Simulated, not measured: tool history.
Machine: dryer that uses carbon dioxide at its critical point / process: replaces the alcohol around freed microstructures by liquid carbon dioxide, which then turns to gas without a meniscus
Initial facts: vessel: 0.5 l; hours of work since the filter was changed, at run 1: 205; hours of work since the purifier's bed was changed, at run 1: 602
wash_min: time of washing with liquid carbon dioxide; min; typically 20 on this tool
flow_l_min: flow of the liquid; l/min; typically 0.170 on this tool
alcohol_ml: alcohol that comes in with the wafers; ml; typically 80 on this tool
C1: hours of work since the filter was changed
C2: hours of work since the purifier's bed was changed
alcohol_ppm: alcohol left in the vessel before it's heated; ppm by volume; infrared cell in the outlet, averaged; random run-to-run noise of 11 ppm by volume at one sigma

run 1 hour=0.0 | wash_min=20 flow_l_min=0.170 alcohol_ml=80 | C1=205 C2=602 | alcohol_ppm=1068
run 2 hour=22.8 | wash_min=20 flow_l_min=0.170 alcohol_ml=80 | C1=220 C2=617 | alcohol_ppm=1017
run 3 hour=42.6 | wash_min=20 flow_l_min=0.170 alcohol_ml=80 | C1=233 C2=630 | alcohol_ppm=1112
run 4 hour=77.2 | wash_min=20 flow_l_min=0.170 alcohol_ml=80 | C1=256 C2=652 | alcohol_ppm=1131
run 5 hour=122.1 | wash_min=20 flow_l_min=0.170 alcohol_ml=80 | C1=286 C2=682 | alcohol_ppm=1149
run 6 hour=145.0 | wash_min=20 flow_l_min=0.170 alcohol_ml=80 | C1=301 C2=697 | alcohol_ppm=1189
run 7 hour=165.5 | wash_min=20 flow_l_min=0.155 alcohol_ml=80 | C1=314 C2=710 | alcohol_ppm=1795
run 8 hour=207.4 | wash_min=22 flow_l_min=0.170 alcohol_ml=80 | C1=342 C2=738 | alcohol_ppm=866
run 9 hour=231.4 | wash_min=22 flow_l_min=0.170 alcohol_ml=80 | C1=357 C2=754 | alcohol_ppm=840

What will run 10 give?
run 10 hour=268.9 | wash_min=22 flow_l_min=0.170 alcohol_ml=80 | C1=382 C2=778 | alcohol_ppm=?

alcohol_ppm: 888 ppm by volume
Had the tool carried no hidden state, the very same run would have given alcohol_ppm 399 ppm by volume.
